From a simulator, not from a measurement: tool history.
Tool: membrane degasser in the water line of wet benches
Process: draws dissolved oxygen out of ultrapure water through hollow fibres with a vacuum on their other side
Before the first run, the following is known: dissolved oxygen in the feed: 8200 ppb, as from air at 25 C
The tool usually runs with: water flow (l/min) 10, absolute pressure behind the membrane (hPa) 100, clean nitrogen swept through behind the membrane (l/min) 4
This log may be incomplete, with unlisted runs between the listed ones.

run	hour	water flow (l/min)	absolute pressure behind the membrane (hPa)	clean nitrogen swept through behind the membrane (l/min)	dissolved oxygen in the water behind the degasser (ppb)	pressure that the water loses in the fibres (hPa)
1	0	10	100	4	44.4	576.6
2	57.6	10	100	1.95	86.2	575.8
3	82.4	10	100	1.95	86.5	573.5
4	129.1	10	100	1.95	87.1	575.5
5	158.4	10	100	1.95	86.3	575.3
6	209.6	10	241	1.95	256	572.6
7	246.4	8	100	4	35.2	464.4
8	277.5	8	100	4	34.7	457.5
9	330.2	10	100	4	44.8	573.7
10	370.6	10	100	4	45.4	573.7
11	395.9	12	100	4	54.1	684.6
12	435.5	10	100	5.14	35	574.8
13	486.3	10	100	5.14	35.5	575.7
14	526.5	8	100	5.14	27.7	463.5
15	551.2	8	100	5.14	27.7	458.9
16	585.3	8	140	5.14	43.5	462.8
17	612.4	10	118	4	54.7	576.3
18	670.9	10	118	4	54.9	573.1
19	696.7	11	176	10.75	40	634.7
20	754.9	14	153	7.81	59.2	802.6
21	794	8	99	7.81	17.7	456.8
22	821.6	10	128	1.86	127.6	580.4
23	855.1	10	128	1.86	126.7	570.4
24	884	10	226	1.73	266.2	574.4
25	917.8	6	231	4	74.5	348.6
26	951	6	231	4	76.4	344.3
27	979.3	6	231	4	74.9	340.7
28	1006.7	6	231	4	74.3	346.2
29	1064.9	10	202	6.32	70.4	574.6
30	1122.8	13	245	4	172	745.1
31	1176.4	10	136	10.31	28.3	578
32	1225.5	11	136	3.65	80.3	634.1
33	1264.1	16	156	4	128.3	921.4

3 ways to go on from here, each from the tool as it stands after run 33. What would each give?
A	1300.2	10	193	8.47	?	?
B	1300.2	13	156	2.43	?	?
C	1300.2	16	100	11.23	?	?

run	dissolved oxygen in the water behind the degasser (ppb)	pressure that the water loses in the fibres (hPa)
A	50.4	574.4
B	165.7	751.9
C	32.3	921
With the hidden condition removed and each run's random variation left untouched, the same runs would have given:
run	dissolved oxygen in the water behind the degasser (ppb)	pressure that the water loses in the fibres (hPa)
A	50.2	574.1
B	165	751.5
C	32.2	920.6
